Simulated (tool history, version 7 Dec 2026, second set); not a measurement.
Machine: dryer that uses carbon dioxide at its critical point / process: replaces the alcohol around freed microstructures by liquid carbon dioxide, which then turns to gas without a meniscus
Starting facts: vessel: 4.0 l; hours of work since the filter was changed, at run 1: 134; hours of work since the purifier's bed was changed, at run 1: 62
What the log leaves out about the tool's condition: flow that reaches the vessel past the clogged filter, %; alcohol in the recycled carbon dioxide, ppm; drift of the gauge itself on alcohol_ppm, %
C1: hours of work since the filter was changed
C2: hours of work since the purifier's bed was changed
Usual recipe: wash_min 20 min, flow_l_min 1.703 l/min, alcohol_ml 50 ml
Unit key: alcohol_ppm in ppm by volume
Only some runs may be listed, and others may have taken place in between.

run 1 hour=0.0 | wash_min=20 flow_l_min=1.703 alcohol_ml=50 | C1=134 C2=62 | alcohol_ppm=46
run 2 hour=14.4 | wash_min=20 flow_l_min=1.703 alcohol_ml=103 | C1=142 C2=70 | alcohol_ppm=55
run 3 hour=33.4 | wash_min=20 flow_l_min=1.703 alcohol_ml=50 | C1=153 C2=80 | alcohol_ppm=56
-- hour=43.9 inlet filter changed
run 4 hour=62.2 | wash_min=20 flow_l_min=1.703 alcohol_ml=50 | C1=10 C2=95 | alcohol_ppm=35
run 5 hour=92.1 | wash_min=20 flow_l_min=1.703 alcohol_ml=50 | C1=26 C2=111 | alcohol_ppm=43
run 6 hour=121.0 | wash_min=20 flow_l_min=1.640 alcohol_ml=50 | C1=42 C2=127 | alcohol_ppm=46
run 7 hour=137.1 | wash_min=20 flow_l_min=1.703 alcohol_ml=24 | C1=51 C2=136 | alcohol_ppm=38
run 8 hour=168.2 | wash_min=20 flow_l_min=1.703 alcohol_ml=24 | C1=67 C2=153 | alcohol_ppm=51
run 9 hour=190.5 | wash_min=20 flow_l_min=2.030 alcohol_ml=50 | C1=80 C2=165 | alcohol_ppm=44
run 10 hour=212.2 | wash_min=20 flow_l_min=2.030 alcohol_ml=50 | C1=91 C2=176 | alcohol_ppm=53
run 11 hour=225.1 | wash_min=20 flow_l_min=2.030 alcohol_ml=50 | C1=98 C2=183 | alcohol_ppm=55
run 12 hour=242.1 | wash_min=20 flow_l_min=1.703 alcohol_ml=25 | C1=108 C2=193 | alcohol_ppm=54
run 13 hour=271.8 | wash_min=20 flow_l_min=1.703 alcohol_ml=25 | C1=124 C2=209 | alcohol_ppm=60
run 14 hour=300.4 | wash_min=20 flow_l_min=1.703 alcohol_ml=38 | C1=139 C2=224 | alcohol_ppm=71
run 15 hour=321.4 | wash_min=19 flow_l_min=1.703 alcohol_ml=65 | C1=151 C2=236 | alcohol_ppm=100
-- hour=337.1 inlet filter changed
run 16 hour=337.8 | wash_min=25 flow_l_min=2.010 alcohol_ml=30 | C1=0 C2=244 | alcohol_ppm=65
run 17 hour=360.0 | wash_min=20 flow_l_min=1.290 alcohol_ml=50 | C1=12 C2=256 | alcohol_ppm=124
run 18 hour=390.2 | wash_min=20 flow_l_min=1.290 alcohol_ml=50 | C1=29 C2=272 | alcohol_ppm=135
run 19 hour=404.7 | wash_min=20 flow_l_min=1.703 alcohol_ml=93 | C1=37 C2=280 | alcohol_ppm=88
run 20 hour=433.2 | wash_min=20 flow_l_min=1.703 alcohol_ml=93 | C1=52 C2=296 | alcohol_ppm=97
run 21 hour=464.0 | wash_min=20 flow_l_min=1.703 alcohol_ml=93 | C1=69 C2=312 | alcohol_ppm=103
run 22 hour=494.1 | wash_min=15 flow_l_min=1.703 alcohol_ml=76 | C1=85 C2=329 | alcohol_ppm=204
run 23 hour=514.1 | wash_min=32 flow_l_min=2.220 alcohol_ml=50 | C1=96 C2=340 | alcohol_ppm=78
run 24 hour=539.3 | wash_min=32 flow_l_min=2.220 alcohol_ml=50 | C1=110 C2=353 | alcohol_ppm=87
run 25 hour=564.4 | wash_min=32 flow_l_min=2.220 alcohol_ml=50 | C1=123 C2=367 | alcohol_ppm=85

Below are 4 alternative next runs, each starting from the tool's condition after run 25. Predict each:
run A hour=580.4 | wash_min=20 flow_l_min=1.300 alcohol_ml=50 | C1=132 C2=376 | alcohol_ppm=?
run B hour=580.4 | wash_min=20 flow_l_min=1.703 alcohol_ml=25 | C1=132 C2=376 | alcohol_ppm=?
run C hour=580.4 | wash_min=20 flow_l_min=2.350 alcohol_ml=50 | C1=132 C2=376 | alcohol_ppm=?
run D hour=580.4 | wash_min=16 flow_l_min=2.220 alcohol_ml=50 | C1=132 C2=376 | alcohol_ppm=?

run=A alcohol_ppm=195
run=B alcohol_ppm=106
run=C alcohol_ppm=98
run=D alcohol_ppm=111
Had the tool no hidden state, the same runs would have come out as:
run=A alcohol_ppm=62
run=B alcohol_ppm=12
run=C alcohol_ppm=10
run=D alcohol_ppm=15

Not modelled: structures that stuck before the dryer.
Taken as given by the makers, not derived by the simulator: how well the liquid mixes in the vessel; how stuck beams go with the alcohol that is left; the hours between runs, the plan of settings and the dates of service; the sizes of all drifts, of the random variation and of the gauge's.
